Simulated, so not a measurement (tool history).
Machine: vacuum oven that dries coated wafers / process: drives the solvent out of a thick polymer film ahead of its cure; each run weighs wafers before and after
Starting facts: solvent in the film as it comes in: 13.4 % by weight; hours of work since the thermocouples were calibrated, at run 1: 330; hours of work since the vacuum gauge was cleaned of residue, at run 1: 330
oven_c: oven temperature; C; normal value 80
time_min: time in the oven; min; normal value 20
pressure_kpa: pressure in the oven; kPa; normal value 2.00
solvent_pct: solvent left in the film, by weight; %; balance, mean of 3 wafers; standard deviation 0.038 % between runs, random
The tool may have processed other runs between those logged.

run     day  oven_c  time_min  pressure_kpa  hours of work since the thermocouples were calibrated  hours of work since the vacuum gauge was cleaned of residue  solvent_pct
  1   0.000      80        20          2.00                                                    330                                                          330         1.74
  2   3.246      94        20          2.00                                                    387                                                          387         0.72
  3   6.192      94        20          2.00                                                    438                                                          438         0.74
  4   7.925      94        20          2.00                                                    468                                                          468         0.72
  5   9.454      94        20          2.05                                                    495                                                          495         0.75
  6  11.875      94        20          2.05                                                    537                                                          537         0.77
  7  13.354      94        20          2.05                                                    562                                                          562         0.74
  8  16.750      87        20          4.96                                                    621                                                          621         2.38
  9  18.400      87        20          4.96                                                    650                                                          650         2.30
 10  20.404      92        36          2.18                                                    685                                                          685         0.92
 11  23.304      72        10          2.00                                                    735                                                          735         5.76
 12  25.088      75        35          1.43                                                    766                                                          766         1.37

Below are 4 alternative next runs, each starting from the tool's condition after run 12. Predict each:
     27.375  -- oven's thermocouples calibrated
  A  27.658      75        15          1.43                                                      5                                                          809            ?
     27.375  -- oven's thermocouples calibrated
  B  27.658      90        12          2.63                                                      5                                                          809            ?
     27.375  -- oven's thermocouples calibrated
  C  27.658      66        12          2.00                                                      5                                                          809            ?
     27.375  -- oven's thermocouples calibrated
  D  27.658      80        35          1.43                                                      5                                                          809            ?

run  solvent_pct
  A         3.19
  B         1.38
  C         7.12
  D         1.03
The same runs, with their run-to-run variation unchanged, on a tool lacking any hidden condition would have given:
run  solvent_pct
  A         3.19
  B         1.34
  C         7.13
  D         0.92

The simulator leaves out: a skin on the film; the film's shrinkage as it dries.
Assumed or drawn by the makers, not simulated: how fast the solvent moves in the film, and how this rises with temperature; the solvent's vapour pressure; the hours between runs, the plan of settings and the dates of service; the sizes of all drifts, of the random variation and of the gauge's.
